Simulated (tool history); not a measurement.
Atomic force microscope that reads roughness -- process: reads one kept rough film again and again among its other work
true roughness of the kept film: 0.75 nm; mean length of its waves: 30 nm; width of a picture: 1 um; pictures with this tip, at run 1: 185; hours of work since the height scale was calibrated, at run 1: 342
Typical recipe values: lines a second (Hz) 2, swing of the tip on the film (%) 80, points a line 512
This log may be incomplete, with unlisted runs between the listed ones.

run,hour,lines a second (Hz),swing of the tip on the film (%),points a line,pictures with this tip,hours of work since the height scale was calibrated,roughness of the kept film (nm (root mean square))
1,0,2,80,512,185,342,0.599
2,26.8,2,80,512,214,355,0.593
3,38.6,2,80,512,227,361,0.602
4,64.3,2,82,512,256,374,0.581
5,89.3,2,82,512,283,387,0.584
6,102,2,82,512,297,394,0.577
7,123.4,2,80,512,321,404,0.589
8,144.3,2,80,512,344,415,0.587
9,156.2,2,80,512,357,421,0.575
10,184.6,2,80,512,388,436,0.57
# hour 189.2: new tip fitted
11,210.7,2,80,512,23,449,0.619
12,230.7,2,80,512,45,459,0.612
13,247.3,2,80,512,64,467,0.608
14,269,2.16,80,512,87,478,0.607
15,293.5,2.16,80,512,114,491,0.606
16,312.2,2.16,80,512,135,500,0.596
17,325.6,2.16,80,602,150,507,0.601
18,343.6,2.16,80,689,169,516,0.599
19,372.3,2,79,512,201,531,0.6
20,385.9,2,80,937,216,538,0.597
21,403,2,57,512,235,546,0.662
22,415.6,2,57,512,249,553,0.66
23,440.8,2,57,512,276,566,0.652
24,464,2.69,57,512,302,577,0.64
25,477.6,0.98,80,512,317,584,0.634
26,505.9,2,80,512,348,599,0.587
27,529.3,2,78,512,374,611,0.59
28,542.5,0.66,59,512,388,617,0.658
# hour 547.6: new tip fitted
29,561.5,0.66,59,512,16,627,0.71
30,584.7,0.66,72,512,41,638,0.698
31,613.1,0.66,72,512,72,653,0.691
32,632.7,2.06,84,469,94,663,0.584
33,657.2,2.06,84,469,121,675,0.586
34,685.1,2.06,84,469,152,690,0.57
35,707.7,2,79,637,176,701,0.608
36,734.6,2,80,529,206,715,0.596
37,757.4,2,75,441,231,726,0.612
38,780.2,2.43,74,512,256,738,0.6
39,799.4,2.43,74,512,277,748,0.595
40,814.1,2.43,74,512,293,755,0.599
41,827,2.53,68,947,308,762,0.614
42,853.5,2,80,816,337,775,0.577
43,882.2,0.54,82,392,368,790,0.639
# hour 906.2: new tip fitted
44,906.2,2.19,64,962,0,802,0.679
45,922.6,3.5,78,962,18,810,0.572
46,946.1,3.5,78,959,44,822,0.574
47,970,0.52,71,460,70,834,0.698
48,983.4,1.75,71,470,85,841,0.657
49,999.5,1.79,56,357,103,849,0.69
50,1020.8,1.79,56,357,126,860,0.686
51,1035.7,0.91,71,357,143,868,0.676
52,1062.6,0.91,71,357,172,881,0.67

For each entry between runs, how does the tool's hidden state at the last listed run before it compare with that at the first listed run after it?
In the gap between runs 10 and 11: new tip fitted (hour 189.2)
  radius of the tip, nm: 34.1 -> 11.5; height scale over the true one, %: 0.27 -> 0.28
  measured less the result without the state, roughness of the kept film (nm (root mean square)): -0.043 -> -0.001
In the gap between runs 28 and 29: new tip fitted (hour 547.6)
  radius of the tip, nm: 35.7 -> 11.4; height scale over the true one, %: 0.43 -> 0.44
  measured less the result without the state, roughness of the kept film (nm (root mean square)): -0.051 -> +0
In the gap between runs 43 and 44: new tip fitted (hour 906.2)
  radius of the tip, nm: 34.3 -> 10.3; height scale over the true one, %: 0.58 -> 0.59
  measured less the result without the state, roughness of the kept film (nm (root mean square)): -0.046 -> +0.003

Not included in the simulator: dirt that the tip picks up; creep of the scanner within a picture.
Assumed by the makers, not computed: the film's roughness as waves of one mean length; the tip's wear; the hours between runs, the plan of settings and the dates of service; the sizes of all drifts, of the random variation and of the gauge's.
